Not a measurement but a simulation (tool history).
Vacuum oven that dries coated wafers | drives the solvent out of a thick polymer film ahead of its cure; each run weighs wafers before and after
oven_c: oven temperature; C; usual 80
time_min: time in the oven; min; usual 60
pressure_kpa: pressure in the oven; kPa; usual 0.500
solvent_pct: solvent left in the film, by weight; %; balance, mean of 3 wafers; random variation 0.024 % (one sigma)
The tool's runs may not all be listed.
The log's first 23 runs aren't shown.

run	hour	oven_c	time_min	pressure_kpa	solvent_pct
24	967.0	80	60	0.753	2.48
25	1014.3	80	60	0.753	2.39
26	1062.8	80	60	0.753	2.49
27	1091.3	67	100	1.994	5.97
28	1127.8	67	100	1.994	6.05
29	1181.1	67	100	1.994	5.97
30	1231.5	93	100	1.836	1.19
31	1286.2	72	60	0.439	4.44
32	1310.5	70	60	0.500	5.13
33	1347.6	70	60	0.500	5.12
34	1384.0	80	40	0.500	3.54
35	1427.4	80	43	0.602	3.34
36	1475.1	80	31	1.895	5.32
37	1505.1	89	68	0.500	0.68
38	1536.9	92	67	0.935	0.81
39	1569.5	92	67	1.059	0.86
40	1604.8	93	51	0.692	0.74
41	1662.1	92	46	0.518	0.77
# hour 1690.1: oven's thermocouples calibrated
42	1717.8	93	55	0.626	0.81
43	1765.5	93	55	0.626	0.78
44	1801.8	91	53	0.253	0.74
45	1855.9	83	60	0.500	1.98
46	1913.1	73	60	0.500	4.70
47	1946.3	80	80	0.345	1.79

Forecast each of these 3 alternatives for the next run:
A	1987.2	88	60	0.500	?
B	1987.2	70	80	0.345	?
C	1987.2	69	74	0.275	?

run	solvent_pct
A	1.15
B	4.54
C	5.08
Without the tool's hidden state the same runs would have given:
run	solvent_pct
A	0.85
B	4.05
C	4.60
